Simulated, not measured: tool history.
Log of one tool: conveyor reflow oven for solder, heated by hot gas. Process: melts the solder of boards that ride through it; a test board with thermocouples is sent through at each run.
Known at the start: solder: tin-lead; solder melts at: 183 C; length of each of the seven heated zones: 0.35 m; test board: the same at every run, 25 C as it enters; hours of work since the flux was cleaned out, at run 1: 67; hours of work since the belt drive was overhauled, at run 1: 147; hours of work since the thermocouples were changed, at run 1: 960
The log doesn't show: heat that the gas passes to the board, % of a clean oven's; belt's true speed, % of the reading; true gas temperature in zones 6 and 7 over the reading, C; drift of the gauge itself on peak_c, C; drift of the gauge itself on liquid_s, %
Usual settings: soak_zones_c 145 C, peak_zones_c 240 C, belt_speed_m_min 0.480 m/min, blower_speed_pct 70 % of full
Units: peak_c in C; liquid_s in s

run,hour,soak_zones_c,peak_zones_c,belt_speed_m_min,blower_speed_pct,hours of work since the flux was cleaned out,hours of work since the belt drive was overhauled,hours of work since the thermocouples were changed,peak_c,liquid_s
1,0.0,145,240,0.480,70,67,147,960,224.3,74.7
2,54.8,145,240,0.480,70,90,170,982,224.8,75.1
3,134.3,145,240,0.446,70,123,203,1015,226.9,81.4
4,190.4,145,240,0.480,70,146,227,1039,224.6,74.5
5,230.4,145,240,0.480,70,163,243,1055,224.8,74.5
6,285.2,145,240,0.480,70,186,266,1078,224.7,74.2
# hour 303.3: flux residue cleaned out of gas plates and filters
7,350.1,145,240,0.480,70,19,291,1103,225.0,74.3
8,420.7,145,240,0.480,70,49,320,1132,224.5,74.2
9,470.5,145,240,0.480,70,69,341,1153,224.8,74.3
10,510.0,145,240,0.480,70,86,357,1169,224.8,74.0
11,555.2,145,240,0.480,89,105,376,1188,228.0,76.9
12,628.4,136,240,0.480,70,135,406,1218,222.9,69.6
13,694.7,136,240,0.480,70,163,434,1246,223.3,69.1
14,756.8,145,240,0.480,73,188,460,1272,225.5,75.2
# hour 769.6: flux residue cleaned out of gas plates and filters
# hour 833.8: thermocouples of zones 6 and 7 changed
15,833.8,145,240,0.480,70,26,489,0,224.8,74.3
16,893.6,145,240,0.480,70,51,514,25,224.4,74.8
17,973.2,145,253,0.381,52,84,547,58,239.8,106.3
18,1011.8,134,253,0.381,66,100,563,74,241.2,100.0
19,1088.2,153,248,0.480,70,131,594,106,233.4,83.9
20,1158.6,153,248,0.480,70,161,624,135,233.7,83.2
21,1221.1,153,248,0.480,70,187,650,161,233.1,84.1
# hour 1238.9: flux residue cleaned out of gas plates and filters
22,1303.5,153,248,0.480,70,27,682,193,233.1,83.0
23,1361.6,145,240,0.480,85,51,706,217,226.9,76.6
24,1398.1,145,240,0.428,70,66,721,232,228.0,86.9
25,1432.5,145,240,0.578,69,80,735,247,218.7,57.1
26,1483.4,133,235,0.383,58,102,756,268,222.5,86.3
27,1555.5,150,235,0.572,58,131,786,298,213.2,53.9
28,1633.8,150,235,0.572,58,164,819,330,212.9,54.0
# hour 1709.3: flux residue cleaned out of gas plates and filters
29,1710.1,145,246,0.382,78,0,849,360,237.4,103.2
30,1784.6,145,240,0.480,54,31,879,391,220.4,72.2
31,1827.7,145,236,0.480,70,49,897,409,221.2,71.7

3 ways to go on from here, each from the tool as it stands after run 31. What would each give?
A,1881.3,145,240,0.480,74,71,920,431,?,?
B,1881.3,145,236,0.480,64,71,920,431,?,?
C,1881.3,145,237,0.480,70,71,920,431,?,?

run,peak_c,liquid_s
A,225.8,74.9
B,219.9,71.2
C,221.9,73.1
Without the tool's hidden state the same runs would have given:
run,peak_c,liquid_s
A,225.7,74.8
B,219.8,71.0
C,221.8,72.9
